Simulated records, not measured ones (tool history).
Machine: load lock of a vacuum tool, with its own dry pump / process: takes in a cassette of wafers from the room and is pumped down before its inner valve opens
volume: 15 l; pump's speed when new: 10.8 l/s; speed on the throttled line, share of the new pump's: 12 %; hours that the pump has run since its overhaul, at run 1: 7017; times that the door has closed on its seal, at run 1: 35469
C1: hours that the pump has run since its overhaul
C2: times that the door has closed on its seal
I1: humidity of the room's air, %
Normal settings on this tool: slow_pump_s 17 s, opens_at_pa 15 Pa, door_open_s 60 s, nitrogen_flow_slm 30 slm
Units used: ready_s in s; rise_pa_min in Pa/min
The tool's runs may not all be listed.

run 1 hour=0 | slow_pump_s=17 opens_at_pa=15 door_open_s=60 nitrogen_flow_slm=30 | C1=7017 C2=35469 | I1=48 | ready_s=28.2 rise_pa_min=0.143
run 2 hour=238 | slow_pump_s=17 opens_at_pa=15 door_open_s=60 nitrogen_flow_slm=30 | C1=7255 C2=35958 | I1=41.1 | ready_s=27.8 rise_pa_min=0.151
run 3 hour=460.4 | slow_pump_s=17 opens_at_pa=15 door_open_s=60 nitrogen_flow_slm=30 | C1=7478 C2=36415 | I1=47 | ready_s=27.6 rise_pa_min=0.157
run 4 hour=765.6 | slow_pump_s=17 opens_at_pa=15 door_open_s=60 nitrogen_flow_slm=30 | C1=7783 C2=37042 | I1=45.5 | ready_s=27.6 rise_pa_min=0.16
run 5 hour=1047.7 | slow_pump_s=17 opens_at_pa=15 door_open_s=60 nitrogen_flow_slm=30 | C1=8065 C2=37622 | I1=48.4 | ready_s=27.9 rise_pa_min=0.17
run 6 hour=1208.2 | slow_pump_s=17 opens_at_pa=15 door_open_s=115 nitrogen_flow_slm=30 | C1=8225 C2=37952 | I1=44.9 | ready_s=28.1 rise_pa_min=0.182
run 7 hour=1415.8 | slow_pump_s=17 opens_at_pa=15 door_open_s=60 nitrogen_flow_slm=35 | C1=8433 C2=38378 | I1=45.2 | ready_s=28.2 rise_pa_min=0.167
run 8 hour=1577.3 | slow_pump_s=17 opens_at_pa=15 door_open_s=60 nitrogen_flow_slm=35 | C1=8594 C2=38710 | I1=44.2 | ready_s=28.5 rise_pa_min=0.166
run 9 hour=1721.1 | slow_pump_s=17 opens_at_pa=15 door_open_s=60 nitrogen_flow_slm=35 | C1=8738 C2=39006 | I1=45.3 | ready_s=27.5 rise_pa_min=0.173
run 10 hour=1982 | slow_pump_s=19 opens_at_pa=12 door_open_s=75 nitrogen_flow_slm=26 | C1=8999 C2=39542 | I1=43.4 | ready_s=30.5 rise_pa_min=0.176
run 11 hour=2134.2 | slow_pump_s=19 opens_at_pa=19 door_open_s=185 nitrogen_flow_slm=26 | C1=9151 C2=39855 | I1=49.8 | ready_s=29.9 rise_pa_min=0.222
run 12 hour=2293.2 | slow_pump_s=34 opens_at_pa=10 door_open_s=185 nitrogen_flow_slm=26 | C1=9310 C2=40182 | I1=42.2 | ready_s=42.3 rise_pa_min=0.209
run 13 hour=2509.8 | slow_pump_s=34 opens_at_pa=29 door_open_s=185 nitrogen_flow_slm=12 | C1=9527 C2=40627 | I1=45.2 | ready_s=42.2 rise_pa_min=0.242

Estimate the outcome of run 14 from the log above:
run 14 hour=2831.6 | slow_pump_s=23 opens_at_pa=28 door_open_s=101 nitrogen_flow_slm=19 | C1=9849 C2=41288 | I1=44.8 | ready_s=? rise_pa_min=?

ready_s: 32.4 s
rise_pa_min: 0.202 Pa/min
Minus the tool's unlogged condition, the same run would have read ready_s 31.6 s, rise_pa_min 0.05 Pa/min.
